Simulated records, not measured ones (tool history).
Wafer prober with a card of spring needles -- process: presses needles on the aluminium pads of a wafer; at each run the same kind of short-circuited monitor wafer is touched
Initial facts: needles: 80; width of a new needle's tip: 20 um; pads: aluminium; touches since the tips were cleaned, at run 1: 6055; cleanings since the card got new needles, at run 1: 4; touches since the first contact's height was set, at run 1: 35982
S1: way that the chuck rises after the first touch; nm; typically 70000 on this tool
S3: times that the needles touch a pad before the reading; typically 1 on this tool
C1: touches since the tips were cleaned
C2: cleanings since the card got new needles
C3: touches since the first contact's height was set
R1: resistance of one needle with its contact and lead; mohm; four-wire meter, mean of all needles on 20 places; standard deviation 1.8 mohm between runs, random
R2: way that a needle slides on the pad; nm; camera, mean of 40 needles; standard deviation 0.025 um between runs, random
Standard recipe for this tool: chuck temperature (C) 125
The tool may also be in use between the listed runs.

Run 1, day 0.000: usual settings; C1 6055; C2 4; C3 35982. Result: R1 243 mohm, R2 12360 nm.
At day 0.071: tips cleaned on abrasive film.
Run 2, day 0.238: usual settings; C1 1461; C2 5; C3 38054. Result: R1 222 mohm, R2 12340 nm.
Run 3, day 0.667: usual settings; C1 5300; C2 5; C3 41893. Result: R1 242 mohm, R2 12330 nm.
At day 0.833: tips cleaned on abrasive film.
Run 4, day 0.904: usual settings but S1 57000 nm; C1 651; C2 6; C3 43973. Result: R1 223 mohm, R2 9990 nm.
Run 5, day 1.221: usual settings; C1 3472; C2 6; C3 46794. Result: R1 237 mohm, R2 12290 nm.
Run 6, day 1.429: usual settings; C1 5325; C2 6; C3 48647. Result: R1 243 mohm, R2 12310 nm.
At day 1.596: tips cleaned on abrasive film.
Run 7, day 1.629: usual settings; C1 310; C2 7; C3 50396. Result: R1 206 mohm, R2 12300 nm.
Run 8, day 1.875: usual settings; C1 2486; C2 7; C3 52572. Result: R1 227 mohm, R2 12310 nm.
Run 9, day 2.183: usual settings; C1 5232; C2 7; C3 55318. Result: R1 240 mohm, R2 12290 nm.
At day 2.346: tips cleaned on abrasive film.
Run 10, day 2.504: usual settings but S1 64000 nm, chuck temperature (C) 66; C1 1444; C2 8; C3 58158. Result: R1 224 mohm, R2 11240 nm.
Run 11, day 2.875: usual settings but S1 64000 nm, chuck temperature (C) 66; C1 4717; C2 8; C3 61431. Result: R1 248 mohm, R2 11260 nm.
At day 3.100: tips cleaned on abrasive film.
Run 12, day 3.112: usual settings but S1 83000 nm, chuck temperature (C) 67, S3 3; C1 118; C2 9; C3 63525. Result: R1 180 mohm, R2 14600 nm.
Run 13, day 3.454: usual settings but S1 83000 nm, chuck temperature (C) 67, S3 3; C1 3154; C2 9; C3 66561. Result: R1 189 mohm, R2 14550 nm.
Run 14, day 3.642: usual settings but S1 67000 nm, chuck temperature (C) 104, S3 2; C1 4845; C2 9; C3 68252. Result: R1 220 mohm, R2 11780 nm.
Run 15, day 3.838: usual settings but S1 71000 nm, chuck temperature (C) 58, S3 2; C1 6587; C2 9; C3 69994. Result: R1 213 mohm, R2 12460 nm.
At day 3.883: tips cleaned on abrasive film.
Run 16, day 4.262: usual settings but S1 68000 nm, chuck temperature (C) 31, S3 2; C1 3366; C2 10; C3 73719. Result: R1 205 mohm, R2 11910 nm.
Run 17, day 4.596: usual settings but S1 57000 nm, chuck temperature (C) 31, S3 2; C1 6338; C2 10; C3 76691. Result: R1 229 mohm, R2 9990 nm.
At day 4.642: tips cleaned on abrasive film.
Run 18, day 4.967: usual settings but S1 57000 nm, chuck temperature (C) 31, S3 2; C1 2901; C2 11; C3 79964. Result: R1 220 mohm, R2 9980 nm.

Each row is a separate what-if for the run after 18, all from the same tool condition, not one after another. Results?
Run A, day 5.275: usual settings but chuck temperature (C) 102, S3 2; C1 5641; C2 11; C3 82704. Result: R1 ?, R2 ?.
Run B, day 5.275: usual settings but S1 69000 nm, chuck temperature (C) 31; C1 5641; C2 11; C3 82704. Result: R1 ?, R2 ?.
Run C, day 5.275: usual settings but S1 82000 nm, chuck temperature (C) 71; C1 5641; C2 11; C3 82704. Result: R1 ?, R2 ?.
Run D, day 5.275: usual settings but S1 57000 nm, chuck temperature (C) 53, S3 2; C1 5641; C2 11; C3 82704. Result: R1 ?, R2 ?.

run   R1     R2
  A  218  12270
  B  229  12130
  C  219  14430
  D  230  10000
Take away the tool's hidden state, keep each run's random variation, and the runs would have read:
run   R1     R2
  A  187  12340
  B  171  12200
  C  178  14500
  D  181  10070
